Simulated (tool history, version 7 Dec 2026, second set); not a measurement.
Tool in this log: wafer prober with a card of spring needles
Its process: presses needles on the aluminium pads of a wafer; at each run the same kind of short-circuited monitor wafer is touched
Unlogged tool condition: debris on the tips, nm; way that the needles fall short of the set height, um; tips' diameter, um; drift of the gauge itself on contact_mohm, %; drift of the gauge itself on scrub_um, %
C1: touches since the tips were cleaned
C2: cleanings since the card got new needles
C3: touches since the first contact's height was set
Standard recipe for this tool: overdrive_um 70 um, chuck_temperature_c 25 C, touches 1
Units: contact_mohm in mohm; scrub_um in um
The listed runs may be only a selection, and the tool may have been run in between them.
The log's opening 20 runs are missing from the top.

-- hour=243.4 tips cleaned on abrasive film
run 21 hour=249.2 | overdrive_um=69 chuck_temperature_c=104 touches=1 | C1=3382 C2=41 C3=28053 | contact_mohm=162 scrub_um=18.89
-- hour=250.8 tips cleaned on abrasive film
-- hour=258.2 tips cleaned on abrasive film
run 22 hour=264.8 | overdrive_um=69 chuck_temperature_c=104 touches=1 | C1=3846 C2=43 C3=37083 | contact_mohm=164 scrub_um=18.83
-- hour=266.1 tips cleaned on abrasive film
-- hour=273.8 tips cleaned on abrasive film
run 23 hour=274.2 | overdrive_um=72 chuck_temperature_c=25 touches=1 | C1=213 C2=45 C3=42480 | contact_mohm=130 scrub_um=19.58
-- hour=281.1 tips cleaned on abrasive film
run 24 hour=282.7 | overdrive_um=72 chuck_temperature_c=25 touches=1 | C1=921 C2=46 C3=47415 | contact_mohm=137 scrub_um=19.6
-- hour=289.8 tips cleaned on abrasive film
run 25 hour=296.4 | overdrive_um=70 chuck_temperature_c=56 touches=2 | C1=3918 C2=47 C3=55417 | contact_mohm=150 scrub_um=19.03
-- hour=297.9 tips cleaned on abrasive film
-- hour=305.1 tips cleaned on abrasive film
run 26 hour=311 | overdrive_um=52 chuck_temperature_c=25 touches=1 | C1=3432 C2=49 C3=63833 | contact_mohm=180 scrub_um=14.07
-- hour=313.3 tips cleaned on abrasive film
-- hour=321.9 tips cleaned on abrasive film
run 27 hour=321.9 | overdrive_um=70 chuck_temperature_c=86 touches=2 | C1=0 C2=51 C3=70072 | contact_mohm=136 scrub_um=18.99
-- hour=330.3 tips cleaned on abrasive film
-- hour=338.2 tips cleaned on abrasive film
run 28 hour=339.6 | overdrive_um=59 chuck_temperature_c=30 touches=3 | C1=801 C2=53 C3=80355 | contact_mohm=130 scrub_um=15.83
-- hour=346.8 tips cleaned on abrasive film
run 29 hour=347.5 | overdrive_um=87 chuck_temperature_c=25 touches=1 | C1=417 C2=54 C3=84909 | contact_mohm=128 scrub_um=23.65
-- hour=354.7 tips cleaned on abrasive film
run 30 hour=358.8 | overdrive_um=59 chuck_temperature_c=62 touches=3 | C1=2415 C2=55 C3=91503 | contact_mohm=144 scrub_um=15.87

Each row is a separate what-if for the run after 30, all from the same tool condition, not one after another. Results?
-- hour=362.2 tips cleaned on abrasive film
-- hour=370.1 tips cleaned on abrasive film
run A hour=370.3 | overdrive_um=59 chuck_temperature_c=33 touches=1 | C1=156 C2=57 C3=98139 | contact_mohm=? scrub_um=?
-- hour=362.2 tips cleaned on abrasive film
-- hour=370.1 tips cleaned on abrasive film
run B hour=370.3 | overdrive_um=56 chuck_temperature_c=125 touches=1 | C1=156 C2=57 C3=98139 | contact_mohm=? scrub_um=?
-- hour=362.2 tips cleaned on abrasive film
-- hour=370.1 tips cleaned on abrasive film
run C hour=370.3 | overdrive_um=70 chuck_temperature_c=70 touches=2 | C1=156 C2=57 C3=98139 | contact_mohm=? scrub_um=?
-- hour=362.2 tips cleaned on abrasive film
-- hour=370.1 tips cleaned on abrasive film
run D hour=370.3 | overdrive_um=77 chuck_temperature_c=25 touches=1 | C1=156 C2=57 C3=98139 | contact_mohm=? scrub_um=?
-- hour=362.2 tips cleaned on abrasive film
-- hour=370.1 tips cleaned on abrasive film
run E hour=370.3 | overdrive_um=82 chuck_temperature_c=106 touches=3 | C1=156 C2=57 C3=98139 | contact_mohm=? scrub_um=?

run=A contact_mohm=136 scrub_um=15.85
run=B contact_mohm=153 scrub_um=14.95
run=C contact_mohm=136 scrub_um=18.86
run=D contact_mohm=130 scrub_um=20.76
run=E contact_mohm=138 scrub_um=22.21
Without the tool's hidden state the same runs would have given:
run=A contact_mohm=128 scrub_um=16.23
run=B contact_mohm=145 scrub_um=15.33
run=C contact_mohm=133 scrub_um=19.24
run=D contact_mohm=126 scrub_um=21.14
run=E contact_mohm=136 scrub_um=22.59
